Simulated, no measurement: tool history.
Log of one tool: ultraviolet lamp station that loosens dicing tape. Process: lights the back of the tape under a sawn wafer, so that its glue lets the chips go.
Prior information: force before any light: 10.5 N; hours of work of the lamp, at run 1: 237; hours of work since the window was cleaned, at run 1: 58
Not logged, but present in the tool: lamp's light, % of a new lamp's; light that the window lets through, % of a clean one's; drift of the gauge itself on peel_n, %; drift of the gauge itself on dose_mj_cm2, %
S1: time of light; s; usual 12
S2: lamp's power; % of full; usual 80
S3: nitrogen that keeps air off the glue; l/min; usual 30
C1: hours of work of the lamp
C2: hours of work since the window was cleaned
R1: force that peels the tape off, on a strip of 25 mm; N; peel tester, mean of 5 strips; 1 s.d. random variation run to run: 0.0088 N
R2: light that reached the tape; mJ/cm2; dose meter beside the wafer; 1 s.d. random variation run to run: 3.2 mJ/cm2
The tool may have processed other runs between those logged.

Run 1, hour 0.0: usual settings; C1 237; C2 58. Result: R1 0.425 N, R2 446 mJ/cm2.
Run 2, hour 27.4: usual settings; C1 250; C2 71. Result: R1 0.436 N, R2 446 mJ/cm2.
Run 3, hour 63.0: usual settings; C1 267; C2 89. Result: R1 0.442 N, R2 441 mJ/cm2.
Run 4, hour 102.9: usual settings but S1 15 s; C1 287; C2 108. Result: R1 0.314 N, R2 554 mJ/cm2.
Run 5, hour 136.2: usual settings; C1 303; C2 124. Result: R1 0.445 N, R2 432 mJ/cm2.
Run 6, hour 159.6: usual settings but S1 24 s; C1 314; C2 135. Result: R1 0.238 N, R2 873 mJ/cm2.
Run 7, hour 195.9: usual settings but S1 24 s; C1 332; C2 153. Result: R1 0.238 N, R2 857 mJ/cm2.
Run 8, hour 221.6: usual settings but S1 24 s; C1 344; C2 165. Result: R1 0.236 N, R2 843 mJ/cm2.
Run 9, hour 247.6: usual settings; C1 357; C2 178. Result: R1 0.483 N, R2 421 mJ/cm2.
Run 10, hour 274.7: usual settings but S2 66 % of full, S3 40 l/min; C1 370; C2 191. Result: R1 0.567 N, R2 351 mJ/cm2.
Run 11, hour 311.1: usual settings but S1 7 s, S2 81 % of full; C1 387; C2 209. Result: R1 1.404 N, R2 244 mJ/cm2.
Run 12, hour 344.9: usual settings but S1 7 s, S2 81 % of full; C1 404; C2 225. Result: R1 1.363 N, R2 245 mJ/cm2.
At hour 351.5: window cleaned of glue's vapour.
Run 13, hour 365.7: usual settings but S1 10 s, S2 72 % of full, S3 40 l/min; C1 414; C2 7. Result: R1 0.699 N, R2 325 mJ/cm2.
Run 14, hour 404.9: usual settings but S1 10 s, S2 72 % of full, S3 40 l/min; C1 433; C2 26. Result: R1 0.675 N, R2 315 mJ/cm2.
Run 15, hour 442.8: usual settings but S1 11 s, S2 99 % of full, S3 17 l/min; C1 451; C2 44. Result: R1 0.585 N, R2 473 mJ/cm2.
Run 16, hour 478.7: usual settings but S1 22 s, S3 14 l/min; C1 468; C2 62. Result: R1 0.299 N, R2 758 mJ/cm2.
Run 17, hour 509.7: usual settings but S1 7 s, S2 61 % of full, S3 60 l/min; C1 483; C2 77. Result: R1 1.578 N, R2 183 mJ/cm2.
Run 18, hour 537.2: usual settings but S2 83 % of full, S3 23 l/min; C1 497; C2 90. Result: R1 0.561 N, R2 417 mJ/cm2.

Consider 3 possible next runs. They are alternatives, not a sequence: every one starts from the tool as it was left by run 18. What does each give?
Run A, hour 564.2: usual settings but S1 20 s; C1 510; C2 103. Result: R1 ?, R2 ?.
Run B, hour 564.2: usual settings but S1 15 s, S2 75 % of full, S3 11 l/min; C1 510; C2 103. Result: R1 ?, R2 ?.
Run C, hour 564.2: usual settings but S2 64 % of full, S3 23 l/min; C1 510; C2 103. Result: R1 ?, R2 ?.

run     R1   R2
  A  0.257  676
  B  0.878  478
  C  1.000  323
Had the tool no hidden state, the same runs would have come out as:
run     R1   R2
  A  0.238  823
  B  0.586  582
  C  0.669  394

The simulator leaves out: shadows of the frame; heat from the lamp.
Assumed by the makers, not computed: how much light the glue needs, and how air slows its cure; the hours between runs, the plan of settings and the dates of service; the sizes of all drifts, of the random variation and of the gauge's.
